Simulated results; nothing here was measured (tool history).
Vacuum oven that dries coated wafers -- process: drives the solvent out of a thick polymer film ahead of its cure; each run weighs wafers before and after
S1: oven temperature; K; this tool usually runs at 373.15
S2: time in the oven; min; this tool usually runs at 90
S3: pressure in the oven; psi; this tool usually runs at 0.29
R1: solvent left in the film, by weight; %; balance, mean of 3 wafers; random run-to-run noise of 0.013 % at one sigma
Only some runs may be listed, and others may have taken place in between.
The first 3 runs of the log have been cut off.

Run 4, hour 88.8: usual settings but S3 0.265 psi. Result: R1 1.79 %.
Run 5, hour 128.9: usual settings but S2 93 min. Result: R1 1.9 %.
Run 6, hour 169.3: usual settings but S2 93 min. Result: R1 1.86 %.
Run 7, hour 190.9: usual settings but S2 61 min. Result: R1 2.79 %.
Run 8, hour 231.3: usual settings but S2 61 min. Result: R1 2.79 %.
Run 9, hour 262.9: usual settings but S2 61 min. Result: R1 2.79 %.
Run 10, hour 301: usual settings but S2 61 min. Result: R1 2.79 %.
Run 11, hour 323: usual settings but S2 61 min. Result: R1 2.78 %.
At hour 326.4: vacuum gauge cleaned of residue and calibrated.
Run 12, hour 360.5: usual settings. Result: R1 1.99 %.
Run 13, hour 387.1: usual settings but S2 73 min. Result: R1 2.33 %.
Run 14, hour 426.4: usual settings but S1 365.15 K. Result: R1 3.71 %.
Run 15, hour 447.5: usual settings. Result: R1 1.96 %.
Run 16, hour 478.1: usual settings but S2 63 min. Result: R1 2.72 %.
Run 17, hour 513.3: usual settings but S2 63 min. Result: R1 2.7 %.
Run 18, hour 552.4: usual settings but S1 381.15 K. Result: R1 1.22 %.
At hour 563: vacuum gauge cleaned of residue and calibrated, once more.
Run 19, hour 594.7: usual settings but S1 381.15 K. Result: R1 1.13 %.
Run 20, hour 626.2: usual settings but S1 381.15 K. Result: R1 1.1 %.
Run 21, hour 663.3: usual settings but S1 383.15 K, S2 60 min, S3 1.088 psi. Result: R1 3.92 %.
Run 22, hour 700.5: usual settings but S1 382.15 K, S2 116 min, S3 0.776 psi. Result: R1 2.76 %.

Run 23, settings as shown, results not yet in. Your forecast:
Run 23, hour 720.7: usual settings but S1 382.15 K, S2 45 min, S3 1.031 psi. Result: R1 ?.

Run 23 yielded R1 4.23 %.
With the hidden condition absent and the run-to-run variation left alone, this run would have shown R1 4.33 %.

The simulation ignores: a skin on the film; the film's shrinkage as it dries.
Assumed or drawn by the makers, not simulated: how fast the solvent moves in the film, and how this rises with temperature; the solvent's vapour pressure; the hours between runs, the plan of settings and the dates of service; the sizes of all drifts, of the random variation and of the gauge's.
